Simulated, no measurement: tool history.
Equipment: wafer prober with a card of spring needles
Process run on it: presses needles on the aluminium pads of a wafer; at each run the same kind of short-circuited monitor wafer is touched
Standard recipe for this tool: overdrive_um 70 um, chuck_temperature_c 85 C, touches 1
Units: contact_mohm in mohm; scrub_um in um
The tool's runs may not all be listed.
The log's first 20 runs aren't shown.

run,hour,overdrive_um,chuck_temperature_c,touches,touches since the tips were cleaned,cleanings since the card got new needles,touches since the first contact's height was set,contact_mohm,scrub_um
# hour 141.9: tips cleaned on abrasive film
21,146.0,70,102,3,1843,82,64878,204,15.03
# hour 146.9: tips cleaned on abrasive film
# hour 151.9: tips cleaned on abrasive film
22,152.0,70,28,3,18,84,67444,191,14.98
# hour 152.7: gauge calibrated
# hour 153.6: height of the first contact set anew
# hour 157.3: tips cleaned on abrasive film
23,159.0,70,121,1,756,85,2357,204,15.35
# hour 162.4: tips cleaned on abrasive film
24,166.7,61,121,1,1932,86,5763,212,13.41
# hour 167.6: tips cleaned on abrasive film
# hour 172.8: tips cleaned on abrasive film
25,175.0,84,49,3,975,88,9382,191,18.33
# hour 177.9: tips cleaned on abrasive film
26,180.9,84,49,3,1373,89,11990,188,18.39
# hour 183.1: tips cleaned on abrasive film
27,186.6,81,85,2,1600,90,14497,197,17.67
# hour 188.4: tips cleaned on abrasive film
28,191.1,81,85,3,1239,91,16463,202,17.65
# hour 193.5: tips cleaned on abrasive film
# hour 198.6: tips cleaned on abrasive film
29,199.4,70,85,2,337,93,20057,202,15.30
# hour 203.8: tips cleaned on abrasive film
30,204.7,59,119,3,431,94,22414,213,12.73
# hour 208.9: tips cleaned on abrasive film
# hour 213.7: tips cleaned on abrasive film
31,214.5,75,66,1,365,96,26692,194,16.25

Branching from run 31: 5 alternative next runs. What would each branch give?
# hour 218.5: tips cleaned on abrasive film
A,221.5,57,113,1,1349,97,29785,?,?
# hour 218.5: tips cleaned on abrasive film
B,221.5,65,64,2,1349,97,29785,?,?
# hour 218.5: tips cleaned on abrasive film
C,221.5,64,92,1,1349,97,29785,?,?
# hour 218.5: tips cleaned on abrasive film
D,221.5,72,66,2,1349,97,29785,?,?
# hour 218.5: tips cleaned on abrasive film
E,221.5,65,51,2,1349,97,29785,?,?

run,contact_mohm,scrub_um
A,211,12.39
B,199,14.08
C,204,13.83
D,197,15.63
E,196,14.12
What these runs would have given with no unlogged condition in the tool:
run,contact_mohm,scrub_um
A,211,12.52
B,199,14.23
C,204,13.97
D,197,15.80
E,195,14.27
